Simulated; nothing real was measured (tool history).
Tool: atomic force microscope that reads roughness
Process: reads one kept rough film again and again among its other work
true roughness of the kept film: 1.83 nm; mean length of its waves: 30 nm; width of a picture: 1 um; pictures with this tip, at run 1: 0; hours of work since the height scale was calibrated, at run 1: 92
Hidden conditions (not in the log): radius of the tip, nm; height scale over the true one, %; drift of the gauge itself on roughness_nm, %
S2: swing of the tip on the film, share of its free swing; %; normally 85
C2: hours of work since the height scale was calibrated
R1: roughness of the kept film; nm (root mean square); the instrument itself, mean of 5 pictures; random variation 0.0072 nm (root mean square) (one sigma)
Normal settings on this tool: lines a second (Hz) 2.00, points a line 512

{"run": 1, "day": 0.0, "lines a second (Hz)": 2.0, "S2": 85, "points a line": 512, "pictures with this tip": 0, "C2": 92, "R1": 1.498}
{"run": 2, "day": 0.471, "lines a second (Hz)": 2.0, "S2": 70, "points a line": 512, "pictures with this tip": 19, "C2": 98, "R1": 1.603}
{"run": 3, "day": 1.208, "lines a second (Hz)": 2.0, "S2": 85, "points a line": 655, "pictures with this tip": 49, "C2": 107, "R1": 1.504}
{"run": 4, "day": 1.738, "lines a second (Hz)": 2.0, "S2": 85, "points a line": 655, "pictures with this tip": 71, "C2": 114, "R1": 1.497}
{"run": 5, "day": 2.346, "lines a second (Hz)": 2.0, "S2": 85, "points a line": 655, "pictures with this tip": 96, "C2": 122, "R1": 1.511}
{"run": 6, "day": 3.054, "lines a second (Hz)": 2.0, "S2": 85, "points a line": 655, "pictures with this tip": 125, "C2": 131, "R1": 1.482}
{"run": 7, "day": 3.612, "lines a second (Hz)": 2.0, "S2": 85, "points a line": 655, "pictures with this tip": 148, "C2": 138, "R1": 1.493}
{"run": 8, "day": 4.042, "lines a second (Hz)": 2.0, "S2": 85, "points a line": 655, "pictures with this tip": 165, "C2": 143, "R1": 1.492}
{"day": 4.454, "done": "new tip fitted"}
{"run": 9, "day": 4.521, "lines a second (Hz)": 2.0, "S2": 85, "points a line": 577, "pictures with this tip": 2, "C2": 149, "R1": 1.495}
{"run": 10, "day": 4.962, "lines a second (Hz)": 2.0, "S2": 85, "points a line": 577, "pictures with this tip": 20, "C2": 155, "R1": 1.503}
{"run": 11, "day": 5.312, "lines a second (Hz)": 2.0, "S2": 63, "points a line": 372, "pictures with this tip": 35, "C2": 159, "R1": 1.608}
{"run": 12, "day": 6.012, "lines a second (Hz)": 2.0, "S2": 63, "points a line": 372, "pictures with this tip": 64, "C2": 168, "R1": 1.624}
{"run": 13, "day": 6.6, "lines a second (Hz)": 0.69, "S2": 59, "points a line": 457, "pictures with this tip": 88, "C2": 175, "R1": 1.667}
{"run": 14, "day": 7.067, "lines a second (Hz)": 0.69, "S2": 60, "points a line": 412, "pictures with this tip": 107, "C2": 181, "R1": 1.671}
{"run": 15, "day": 7.833, "lines a second (Hz)": 2.05, "S2": 85, "points a line": 512, "pictures with this tip": 138, "C2": 191, "R1": 1.479}
{"run": 16, "day": 8.521, "lines a second (Hz)": 2.05, "S2": 85, "points a line": 512, "pictures with this tip": 166, "C2": 200, "R1": 1.483}
{"day": 8.946, "done": "new tip fitted"}
{"run": 17, "day": 9.1, "lines a second (Hz)": 2.05, "S2": 85, "points a line": 512, "pictures with this tip": 6, "C2": 207, "R1": 1.486}
{"run": 18, "day": 9.938, "lines a second (Hz)": 0.63, "S2": 85, "points a line": 923, "pictures with this tip": 41, "C2": 217, "R1": 1.626}
{"run": 19, "day": 10.583, "lines a second (Hz)": 0.63, "S2": 87, "points a line": 923, "pictures with this tip": 67, "C2": 226, "R1": 1.642}

Branching from run 19: 4 alternative next runs. What would each branch give?
{"run": "A", "day": 11.238, "lines a second (Hz)": 2.54, "S2": 78, "points a line": 923, "pictures with this tip": 94, "C2": 234, "R1": "?"}
{"run": "B", "day": 11.238, "lines a second (Hz)": 0.63, "S2": 55, "points a line": 923, "pictures with this tip": 94, "C2": 234, "R1": "?"}
{"run": "C", "day": 11.238, "lines a second (Hz)": 1.97, "S2": 85, "points a line": 488, "pictures with this tip": 94, "C2": 234, "R1": "?"}
{"run": "D", "day": 11.238, "lines a second (Hz)": 0.63, "S2": 64, "points a line": 923, "pictures with this tip": 94, "C2": 234, "R1": "?"}

run=A R1=1.506
run=B R1=1.687
run=C R1=1.506
run=D R1=1.669
With no hidden state in the tool, these same runs would have given:
run=A R1=1.510
run=B R1=1.691
run=C R1=1.510
run=D R1=1.674
